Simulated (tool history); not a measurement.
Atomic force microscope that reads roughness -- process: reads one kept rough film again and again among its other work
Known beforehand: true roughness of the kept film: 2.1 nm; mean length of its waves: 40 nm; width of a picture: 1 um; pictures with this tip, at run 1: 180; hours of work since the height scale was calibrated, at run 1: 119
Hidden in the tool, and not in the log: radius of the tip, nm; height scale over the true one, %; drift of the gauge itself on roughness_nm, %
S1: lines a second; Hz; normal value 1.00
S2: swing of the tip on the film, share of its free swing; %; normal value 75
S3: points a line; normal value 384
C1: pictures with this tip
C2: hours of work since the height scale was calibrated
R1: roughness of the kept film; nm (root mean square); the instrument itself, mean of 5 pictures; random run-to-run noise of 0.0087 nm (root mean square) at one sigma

{"run": 1, "day": 0.0, "S1": 1.0, "S2": 75, "S3": 384, "C1": 180, "C2": 119, "R1": 1.852}
{"run": 2, "day": 0.267, "S1": 1.0, "S2": 75, "S3": 384, "C1": 189, "C2": 124, "R1": 1.847}
{"run": 3, "day": 0.438, "S1": 1.0, "S2": 75, "S3": 384, "C1": 195, "C2": 127, "R1": 1.831}
{"run": 4, "day": 0.733, "S1": 1.0, "S2": 75, "S3": 384, "C1": 204, "C2": 132, "R1": 1.83}
{"run": 5, "day": 1.075, "S1": 2.62, "S2": 75, "S3": 384, "C1": 215, "C2": 138, "R1": 1.767}
{"run": 6, "day": 1.379, "S1": 2.62, "S2": 75, "S3": 384, "C1": 225, "C2": 143, "R1": 1.75}
{"run": 7, "day": 1.596, "S1": 2.64, "S2": 75, "S3": 384, "C1": 232, "C2": 147, "R1": 1.755}
{"run": 8, "day": 1.846, "S1": 2.64, "S2": 75, "S3": 384, "C1": 241, "C2": 151, "R1": 1.749}
{"run": 9, "day": 2.217, "S1": 2.64, "S2": 75, "S3": 384, "C1": 253, "C2": 158, "R1": 1.754}
{"day": 2.421, "done": "new tip fitted"}
{"run": 10, "day": 2.529, "S1": 2.64, "S2": 75, "S3": 384, "C1": 3, "C2": 163, "R1": 1.818}
{"run": 11, "day": 2.725, "S1": 2.64, "S2": 75, "S3": 384, "C1": 10, "C2": 166, "R1": 1.839}
{"run": 12, "day": 2.933, "S1": 2.64, "S2": 75, "S3": 384, "C1": 16, "C2": 170, "R1": 1.831}
{"run": 13, "day": 3.254, "S1": 2.64, "S2": 75, "S3": 384, "C1": 27, "C2": 175, "R1": 1.839}
{"run": 14, "day": 3.525, "S1": 1.59, "S2": 75, "S3": 647, "C1": 36, "C2": 180, "R1": 1.871}
{"run": 15, "day": 3.679, "S1": 1.59, "S2": 75, "S3": 647, "C1": 41, "C2": 183, "R1": 1.885}
{"run": 16, "day": 3.829, "S1": 2.63, "S2": 83, "S3": 384, "C1": 46, "C2": 185, "R1": 1.755}
{"run": 17, "day": 4.075, "S1": 2.63, "S2": 83, "S3": 384, "C1": 54, "C2": 190, "R1": 1.757}
{"run": 18, "day": 4.308, "S1": 2.8, "S2": 68, "S3": 384, "C1": 61, "C2": 194, "R1": 1.858}
{"run": 19, "day": 4.629, "S1": 1.57, "S2": 75, "S3": 963, "C1": 72, "C2": 199, "R1": 1.866}
{"run": 20, "day": 4.892, "S1": 2.63, "S2": 58, "S3": 423, "C1": 80, "C2": 204, "R1": 1.914}
{"run": 21, "day": 5.054, "S1": 1.0, "S2": 61, "S3": 597, "C1": 86, "C2": 207, "R1": 1.927}
{"run": 22, "day": 5.242, "S1": 1.0, "S2": 61, "S3": 597, "C1": 92, "C2": 210, "R1": 1.937}

Selected run-to-run steps in R1, each split into two signed amounts: the part the tool would show with no hidden state at all (from settings, incoming material and random variation), and the remainder, which goes to the hidden state together with any gauge scatter not common to the measured and the hidden-state-free results:
Run 8 -> 9: nothing adjusted, nothing logged. R1 +0.005 nm (root mean square): hidden state -0.005, all else +0.010.
Run 9 -> 10: new tip fitted. R1 +0.064 nm (root mean square): hidden state +0.100, all else -0.036.
Run 15 -> 16: S1 1.59 -> 2.63, S2 75 -> 83, S3 647 -> 384. R1 -0.130 nm (root mean square): hidden state +0.000, all else -0.130.
Run 17 -> 18: S1 2.63 -> 2.80, S2 83 -> 68. R1 +0.101 nm (root mean square): hidden state -0.004, all else +0.105.
